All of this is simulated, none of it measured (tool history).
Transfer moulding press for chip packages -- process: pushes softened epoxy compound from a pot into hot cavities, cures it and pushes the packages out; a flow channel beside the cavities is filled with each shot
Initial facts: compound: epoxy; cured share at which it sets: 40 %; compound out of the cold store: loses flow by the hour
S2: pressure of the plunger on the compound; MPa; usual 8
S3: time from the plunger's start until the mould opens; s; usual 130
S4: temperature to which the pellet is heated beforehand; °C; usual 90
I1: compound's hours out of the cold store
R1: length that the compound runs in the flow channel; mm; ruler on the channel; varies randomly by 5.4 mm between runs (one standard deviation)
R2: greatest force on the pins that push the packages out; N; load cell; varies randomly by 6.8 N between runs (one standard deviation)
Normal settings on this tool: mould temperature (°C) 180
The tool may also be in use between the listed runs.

{"run": 1, "hour": 0.0, "mould temperature (°C)": 180, "S2": 8, "S3": 130, "S4": 90, "I1": 47.6, "R1": 472, "R2": 274}
{"run": 2, "hour": 26.6, "mould temperature (°C)": 180, "S2": 8, "S3": 130, "S4": 90, "I1": 44.8, "R1": 486, "R2": 465}
{"run": 3, "hour": 77.5, "mould temperature (°C)": 180, "S2": 8, "S3": 136, "S4": 90, "I1": 39.3, "R1": 488, "R2": 585}
{"hour": 93.3, "done": "cavities cleaned with cleaning compound and waxed"}
{"hour": 118.8, "done": "mould's thermocouples calibrated"}
{"run": 4, "hour": 123.6, "mould temperature (°C)": 180, "S2": 8, "S3": 136, "S4": 90, "I1": 20.1, "R1": 527, "R2": 669}
{"run": 5, "hour": 170.2, "mould temperature (°C)": 180, "S2": 8, "S3": 130, "S4": 90, "I1": 47, "R1": 460, "R2": 618}
{"hour": 189.5, "done": "cavities cleaned with cleaning compound and waxed"}
{"run": 6, "hour": 208.6, "mould temperature (°C)": 180, "S2": 8, "S3": 130, "S4": 90, "I1": 19.3, "R1": 526, "R2": 434}
{"run": 7, "hour": 230.8, "mould temperature (°C)": 180, "S2": 8, "S3": 130, "S4": 90, "I1": 9.8, "R1": 558, "R2": 502}
{"hour": 260.5, "done": "cavities cleaned with cleaning compound and waxed, once more"}
{"run": 8, "hour": 261.6, "mould temperature (°C)": 180, "S2": 8, "S3": 130, "S4": 90, "I1": 22.7, "R1": 518, "R2": 280}
{"run": 9, "hour": 285.3, "mould temperature (°C)": 180, "S2": 8, "S3": 130, "S4": 90, "I1": 18.1, "R1": 529, "R2": 454}
{"run": 10, "hour": 331.0, "mould temperature (°C)": 180, "S2": 8, "S3": 130, "S4": 84, "I1": 17.2, "R1": 526, "R2": 590}
{"hour": 351.4, "done": "cavities cleaned with cleaning compound and waxed"}
{"hour": 360.0, "done": "plunger's sealing rings changed"}
{"run": 11, "hour": 366.4, "mould temperature (°C)": 180, "S2": 8, "S3": 130, "S4": 84, "I1": 43.5, "R1": 495, "R2": 385}
{"run": 12, "hour": 412.1, "mould temperature (°C)": 180, "S2": 8, "S3": 130, "S4": 84, "I1": 24, "R1": 532, "R2": 546}
{"hour": 445.5, "done": "cavities cleaned with cleaning compound and waxed"}
{"run": 13, "hour": 445.5, "mould temperature (°C)": 180, "S2": 8, "S3": 130, "S4": 84, "I1": 28.6, "R1": 528, "R2": 287}
{"run": 14, "hour": 473.1, "mould temperature (°C)": 180, "S2": 8, "S3": 130, "S4": 90, "I1": 44, "R1": 485, "R2": 450}
{"run": 15, "hour": 506.7, "mould temperature (°C)": 180, "S2": 8, "S3": 130, "S4": 90, "I1": 9, "R1": 581, "R2": 547}
{"hour": 536.3, "done": "cavities cleaned with cleaning compound and waxed"}
{"run": 16, "hour": 541.0, "mould temperature (°C)": 179, "S2": 7.28, "S3": 139, "S4": 84, "I1": 40, "R1": 474, "R2": 328}
{"run": 17, "hour": 589.1, "mould temperature (°C)": 180, "S2": 8, "S3": 121, "S4": 92, "I1": 12.1, "R1": 563, "R2": 587}
{"run": 18, "hour": 616.1, "mould temperature (°C)": 180, "S2": 8, "S3": 121, "S4": 92, "I1": 21.7, "R1": 520, "R2": 628}
{"hour": 630.4, "done": "cavities cleaned with cleaning compound and waxed"}
{"run": 19, "hour": 639.7, "mould temperature (°C)": 174, "S2": 8, "S3": 157, "S4": 85, "I1": 20.1, "R1": 555, "R2": 388}
{"run": 20, "hour": 665.4, "mould temperature (°C)": 180, "S2": 6.37, "S3": 140, "S4": 93, "I1": 37.3, "R1": 436, "R2": 473}
{"run": 21, "hour": 712.7, "mould temperature (°C)": 188, "S2": 8, "S3": 130, "S4": 85, "I1": 10.1, "R1": 529, "R2": 542}
{"hour": 721.3, "done": "cavities cleaned with cleaning compound and waxed"}
{"run": 22, "hour": 753.0, "mould temperature (°C)": 177, "S2": 8, "S3": 130, "S4": 80, "I1": 44, "R1": 472, "R2": 514}
{"run": 23, "hour": 776.3, "mould temperature (°C)": 177, "S2": 8, "S3": 130, "S4": 89, "I1": 28.8, "R1": 516, "R2": 604}
{"hour": 814.0, "done": "cavities cleaned with cleaning compound and waxed"}
{"run": 24, "hour": 818.7, "mould temperature (°C)": 188, "S2": 8, "S3": 130, "S4": 93, "I1": 32.5, "R1": 474, "R2": 299}

Predict each of these 3 candidate next runs independently; none follows another, all start after run 24:
{"run": "A", "hour": 847.4, "mould temperature (°C)": 180, "S2": 8, "S3": 147, "S4": 90, "I1": 26.2, "R1": "?", "R2": "?"}
{"run": "B", "hour": 847.4, "mould temperature (°C)": 178, "S2": 8.38, "S3": 130, "S4": 94, "I1": 34, "R1": "?", "R2": "?"}
{"run": "C", "hour": 847.4, "mould temperature (°C)": 188, "S2": 6.74, "S3": 166, "S4": 93, "I1": 12, "R1": "?", "R2": "?"}

run=A R1=504 R2=451
run=B R1=510 R2=492
run=C R1=477 R2=450
Without the tool's unlogged condition, the same runs would have read:
run=A R1=537 R2=256
run=B R1=543 R2=274
run=C R1=507 R2=256
